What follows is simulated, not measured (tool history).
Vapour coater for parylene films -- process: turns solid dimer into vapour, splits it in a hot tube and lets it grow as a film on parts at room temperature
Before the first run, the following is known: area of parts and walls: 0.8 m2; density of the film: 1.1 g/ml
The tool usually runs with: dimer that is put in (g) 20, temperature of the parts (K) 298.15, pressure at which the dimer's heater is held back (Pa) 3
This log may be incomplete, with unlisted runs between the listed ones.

run   hour  dimer that is put in (g)  temperature of the parts (K)  pressure at which the dimer's heater is held back (Pa)  thickness of the film (nm)
  1      0                        20                        298.15                                                       3                       13870
  2   32.4                        25                        298.15                                                       3                       17050
  3   51.6                        25                        298.15                                                       3                       17080
  4   84.5                        25                        298.15                                                       3                       17270
  5  113.1                        25                        298.15                                                       3                       17260
  6  148.4                        20                        298.15                                                    2.09                       14030
  7  184.2                        20                        298.15                                                    2.09                       14180
  8  203.5                        20                        298.15                                                    2.09                       13900
  9  224.6                        20                        298.15                                                       3                       13780
 10  247.4                        20                        298.15                                                       3                       13880
 11  267.2                        20                        298.15                                                       3                       13430
 12  289.8                        20                        298.15                                                       3                       13670
 13  317.6                        20                        298.15                                                   10.02                       12850
 14  345.8                        20                        298.15                                                   10.02                       12790
 15  365.9                        20                        298.15                                                   10.02                       12830
 16  382.5                        34                        298.15                                                       3                       23240
 17  420.3                        34                        298.15                                                       3                       23580
 18  457.9                        20                        292.15                                                       3                       18330
 19  485.2                        20                        306.15                                                    2.26                        9570
 20  515.9                        12                        306.15                                                    2.26                        5710
 21  544.5                        36                        292.15                                                    2.27                       33050
 22  566.5                        20                        298.15                                                    9.48                       12950
 23  581.8                        12                        297.15                                                    4.79                        8390
 24  604.4                        12                        297.15                                                    11.5                        7950
 25  637.4                        12                        297.15                                                    11.5                        7860
 26  657.6                        12                        297.15                                                    11.5                        8130
 27  685.4                        12                        294.15                                                    11.5                        9100
 28  715.5                        12                        294.15                                                    11.5                        9240
 29  735.9                        25                        304.15                                                    8.13                       12390
 30  767.1                        27                        294.15                                                    4.26                       21680
 31  792.4                        18                        309.15                                                    4.26                        7110

Branching from run 31: 4 alternative next runs. What would each branch give?
  A  815.3                        20                        299.15                                                       3                           ?
  B  815.3                        10                        290.15                                                    5.37                           ?
  C  815.3                        20                        307.15                                                       3                           ?
  D  815.3                        18                        309.15                                                    11.2                           ?

run  thickness of the film (nm)
  A                       12990
  B                        9530
  C                        9020
  D                        6800
The same runs, with their run-to-run variation unchanged, on a tool lacking any hidden condition would have given:
run  thickness of the film (nm)
  A                       13010
  B                        9540
  C                        9030
  D                        6810
